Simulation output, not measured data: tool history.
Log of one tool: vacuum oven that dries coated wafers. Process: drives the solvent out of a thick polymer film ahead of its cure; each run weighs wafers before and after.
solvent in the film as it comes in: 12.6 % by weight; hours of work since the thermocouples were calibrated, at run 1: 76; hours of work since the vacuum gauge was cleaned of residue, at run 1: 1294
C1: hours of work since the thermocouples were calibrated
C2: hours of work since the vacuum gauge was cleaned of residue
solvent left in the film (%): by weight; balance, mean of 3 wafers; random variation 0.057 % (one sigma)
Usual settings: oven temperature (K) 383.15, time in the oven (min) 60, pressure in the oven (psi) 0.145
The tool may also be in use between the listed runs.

Run 1, hour 0: usual settings; C1 76; C2 1294. Result: solvent left in the film (%) 3.35.
Run 2, hour 59.2: usual settings; C1 104; C2 1322. Result: solvent left in the film (%) 3.41.
Run 3, hour 138.8: usual settings; C1 141; C2 1359. Result: solvent left in the film (%) 3.53.
Run 4, hour 180.7: usual settings but pressure in the oven (psi) 0.081; C1 161; C2 1379. Result: solvent left in the film (%) 2.87.
Run 5, hour 272.1: usual settings but pressure in the oven (psi) 0.081; C1 204; C2 1422. Result: solvent left in the film (%) 2.9.
Run 6, hour 332.3: usual settings but pressure in the oven (psi) 0.081; C1 232; C2 1450. Result: solvent left in the film (%) 2.87.
Run 7, hour 417.5: usual settings but pressure in the oven (psi) 0.081; C1 273; C2 1491. Result: solvent left in the film (%) 2.89.
Run 8, hour 509.7: usual settings but pressure in the oven (psi) 0.081; C1 316; C2 1534. Result: solvent left in the film (%) 2.99.
Run 9, hour 606.6: usual settings but pressure in the oven (psi) 0.081; C1 362; C2 1579. Result: solvent left in the film (%) 3.01.
At hour 613.4: vacuum gauge cleaned of residue and calibrated.
Run 10, hour 670.1: usual settings but oven temperature (K) 372.15; C1 391; C2 27. Result: solvent left in the film (%) 5.91.
Run 11, hour 716.7: usual settings but pressure in the oven (psi) 0.083; C1 413; C2 49. Result: solvent left in the film (%) 3.3.
At hour 773.9: vacuum gauge cleaned of residue and calibrated, once more.
Run 12, hour 780.8: usual settings but pressure in the oven (psi) 0.083; C1 442; C2 3. Result: solvent left in the film (%) 2.28.
Run 13, hour 840: usual settings but pressure in the oven (psi) 0.083; C1 470; C2 31. Result: solvent left in the film (%) 2.3.
Run 14, hour 921.2: usual settings but pressure in the oven (psi) 0.083; C1 508; C2 69. Result: solvent left in the film (%) 2.25.
Run 15, hour 980.1: usual settings but pressure in the oven (psi) 0.115; C1 536; C2 97. Result: solvent left in the film (%) 2.67.
Run 16, hour 1039.4: usual settings but pressure in the oven (psi) 0.248; C1 564; C2 125. Result: solvent left in the film (%) 4.09.
Run 17, hour 1120.4: usual settings but time in the oven (min) 43, pressure in the oven (psi) 0.248; C1 602; C2 163. Result: solvent left in the film (%) 4.75.
Run 18, hour 1163.3: usual settings but time in the oven (min) 43, pressure in the oven (psi) 0.248; C1 622; C2 183. Result: solvent left in the film (%) 4.82.
Run 19, hour 1240.8: usual settings; C1 659; C2 220. Result: solvent left in the film (%) 3.04.
Run 20, hour 1295.6: usual settings but oven temperature (K) 395.15; C1 684; C2 246. Result: solvent left in the film (%) 1.68.
Run 21, hour 1360: usual settings but oven temperature (K) 395.15; C1 715; C2 276. Result: solvent left in the film (%) 1.63.
Run 22, hour 1436: usual settings but oven temperature (K) 369.15, time in the oven (min) 55, pressure in the oven (psi) 0.278; C1 750; C2 312. Result: solvent left in the film (%) 7.6.
Run 23, hour 1480.3: usual settings but oven temperature (K) 369.15, time in the oven (min) 59, pressure in the oven (psi) 0.142; C1 771; C2 332. Result: solvent left in the film (%) 5.71.
Run 24, hour 1542.5: usual settings but pressure in the oven (psi) 0.125; C1 801; C2 362. Result: solvent left in the film (%) 3.05.
Run 25, hour 1587.5: usual settings but oven temperature (K) 377.15, pressure in the oven (psi) 0.367; C1 822; C2 383. Result: solvent left in the film (%) 6.71.
Run 26, hour 1681.9: usual settings but oven temperature (K) 376.15; C1 866; C2 427. Result: solvent left in the film (%) 4.45.
Run 27, hour 1762.5: usual settings but time in the oven (min) 48, pressure in the oven (psi) 0.569; C1 904; C2 465. Result: solvent left in the film (%) 7.84.
Run 28, hour 1844.8: usual settings but oven temperature (K) 397.15, time in the oven (min) 86, pressure in the oven (psi) 0.146; C1 943; C2 504. Result: solvent left in the film (%) 1.41.
Run 29, hour 1899.5: usual settings but oven temperature (K) 397.15, time in the oven (min) 86, pressure in the oven (psi) 0.146; C1 969; C2 530. Result: solvent left in the film (%) 1.32.
Run 30, hour 1964.2: usual settings but oven temperature (K) 397.15, time in the oven (min) 86, pressure in the oven (psi) 0.146; C1 999; C2 560. Result: solvent left in the film (%) 1.39.
Run 31, hour 2049.7: usual settings but oven temperature (K) 396.15, time in the oven (min) 86, pressure in the oven (psi) 0.146; C1 1039; C2 600. Result: solvent left in the film (%) 1.46.
Run 32, hour 2127.3: usual settings but oven temperature (K) 396.15, time in the oven (min) 86, pressure in the oven (psi) 0.146; C1 1076; C2 637. Result: solvent left in the film (%) 1.4.
Run 33, hour 2209.9: usual settings but oven temperature (K) 387.15, time in the oven (min) 72; C1 1115; C2 676. Result: solvent left in the film (%) 2.5.
Run 34, hour 2269.2: usual settings but oven temperature (K) 371.15, time in the oven (min) 87; C1 1143; C2 704. Result: solvent left in the film (%) 4.6.
Run 35, hour 2319.8: usual settings but oven temperature (K) 376.15, time in the oven (min) 74, pressure in the oven (psi) 0.173; C1 1166; C2 728. Result: solvent left in the film (%) 4.31.
Run 36, hour 2382.9: usual settings but oven temperature (K) 387.15, time in the oven (min) 74, pressure in the oven (psi) 0.173; C1 1196; C2 757. Result: solvent left in the film (%) 2.64.
Run 37, hour 2466.4: usual settings but oven temperature (K) 385.15; C1 1235; C2 797. Result: solvent left in the film (%) 3.22.
Run 38, hour 2560.4: usual settings but oven temperature (K) 394.15, time in the oven (min) 50, pressure in the oven (psi) 0.084; C1 1280; C2 841. Result: solvent left in the film (%) 2.07.
Run 39, hour 2633.8: usual settings but oven temperature (K) 376.15, pressure in the oven (psi) 0.38; C1 1314; C2 875. Result: solvent left in the film (%) 7.54.
Run 40, hour 2714.1: usual settings but oven temperature (K) 394.15; C1 1352; C2 913. Result: solvent left in the film (%) 2.26.

Measured less the same run without the tool's hidden state. The same run-to-run variation is in both; the gauge's scatter may not be:
The hidden state here: true wafer temperature over the reading, C; true pressure over the reading, kPa; drift of the gauge itself on solvent_pct, %.
run  solvent left in the film (%)
  1                         +0.59
  2                          +0.6
  3                         +0.65
  4                         +0.66
  5                          +0.7
  6                         +0.72
  7                         +0.74
  8                         +0.77
  9                         +0.83
 10                         +1.46
 11                         +1.14
 12                         +0.09
 13                         +0.11
 14                         +0.14
 15                         +0.17
 16                         +0.22
 17                         +0.26
 18                         +0.28
 19                         +0.27
 20                         +0.19
 21                         +0.21
 22                         +0.51
 23                         +0.51
 24                         +0.39
 25                         +0.57
 26                         +0.53
 27                         +0.65
 28                         +0.26
 29                         +0.27
 30                         +0.29
 31                         +0.33
 32                         +0.34
 33                         +0.55
 34                         +0.92
 35                         +0.84
 36                         +0.62
 37                         +0.72
 38                         +0.56
 39                         +1.14
 40                          +0.6
